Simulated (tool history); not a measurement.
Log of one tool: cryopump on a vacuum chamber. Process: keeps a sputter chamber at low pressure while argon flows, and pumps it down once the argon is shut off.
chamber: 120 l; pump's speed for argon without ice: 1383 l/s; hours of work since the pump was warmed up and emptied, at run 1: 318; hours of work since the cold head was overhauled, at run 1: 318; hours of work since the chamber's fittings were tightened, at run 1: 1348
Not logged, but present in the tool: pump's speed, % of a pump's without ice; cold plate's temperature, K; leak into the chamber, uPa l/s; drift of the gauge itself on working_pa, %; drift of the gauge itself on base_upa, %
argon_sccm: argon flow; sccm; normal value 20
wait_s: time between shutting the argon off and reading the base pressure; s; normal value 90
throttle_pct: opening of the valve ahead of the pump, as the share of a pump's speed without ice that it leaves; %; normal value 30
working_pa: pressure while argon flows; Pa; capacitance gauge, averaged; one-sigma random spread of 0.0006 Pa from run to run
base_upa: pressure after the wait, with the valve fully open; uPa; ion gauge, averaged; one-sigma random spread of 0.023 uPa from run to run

run,day,argon_sccm,wait_s,throttle_pct,hours of work since the pump was warmed up and emptied,hours of work since the cold head was overhauled,hours of work since the chamber's fittings were tightened,working_pa,base_upa
1,0,20,90,30,318,318,1348,0.0853,1.49
2,1.158,20,90,30,331,331,1362,0.0842,1.53
3,2.592,13,90,30,348,348,1378,0.0555,1.49
4,3.467,20,90,30,358,358,1389,0.085,1.55
5,4.262,20,90,30,367,367,1398,0.0841,1.6
6,5.4,20,90,30,381,381,1411,0.0844,1.57
7,6.167,23,90,30,390,390,1420,0.0977,1.54
8,6.788,23,90,30,397,397,1427,0.0986,1.58
9,7.783,23,90,30,409,409,1439,0.0968,1.6
10,8.5,20,90,19,417,417,1447,0.1329,1.59
11,9.296,20,90,19,426,426,1457,0.1325,1.7
12,10.304,20,90,19,438,438,1468,0.132,1.6
13,11.021,20,90,19,446,446,1477,0.134,1.62
14,11.858,20,90,19,456,456,1487,0.1332,1.63
15,13.192,20,90,19,472,472,1502,0.133,1.71
16,14.004,20,90,19,481,481,1512,0.1327,1.6
17,14.742,20,90,19,490,490,1520,0.1332,1.71
18,15.408,25,21,15,498,498,1528,0.2089,3.37
19,16.688,30,21,30,513,513,1543,0.1286,3.47
20,17.808,19,225,18,526,526,1556,0.1336,1.42
21,18.812,19,225,18,537,537,1568,0.1336,1.44
22,19.967,20,197,27,551,551,1581,0.0945,1.5
23,20.679,20,197,27,559,559,1590,0.0957,1.49
24,22.046,19,197,27,575,575,1606,0.09,1.48
25,23.008,22,90,19,586,586,1617,0.1484,1.79
26,24.212,22,90,19,600,600,1631,0.1486,1.85
27,25.4,22,90,19,614,614,1645,0.1468,1.84
28,26.3,22,90,19,625,625,1655,0.1484,1.8
29,27.158,27,106,23,635,635,1665,0.1508,1.78
30,28.458,9,105,31,650,650,1680,0.0376,1.74
31,29.617,10,33,16,664,664,1694,0.0799,2.71
32,31.004,10,46,16,680,680,1710,0.0799,2.39
33,31.879,10,46,16,690,690,1720,0.0797,2.39
34,33.079,10,46,16,704,704,1734,0.0794,2.48

3 options for the next run, each taken on its own from the tool as it stands now. Forecast them:
A,33.812,12,40,28,713,713,1743,?,?
B,33.812,10,42,17,713,713,1743,?,?
C,33.812,20,45,30,713,713,1743,?,?

run,working_pa,base_upa
A,0.0561,2.52
B,0.0762,2.5
C,0.0887,2.5
With the hidden condition removed and each run's random variation left untouched, the same runs would have given:
run,working_pa,base_upa
A,0.052,1.36
B,0.0728,1.32
C,0.0818,1.29
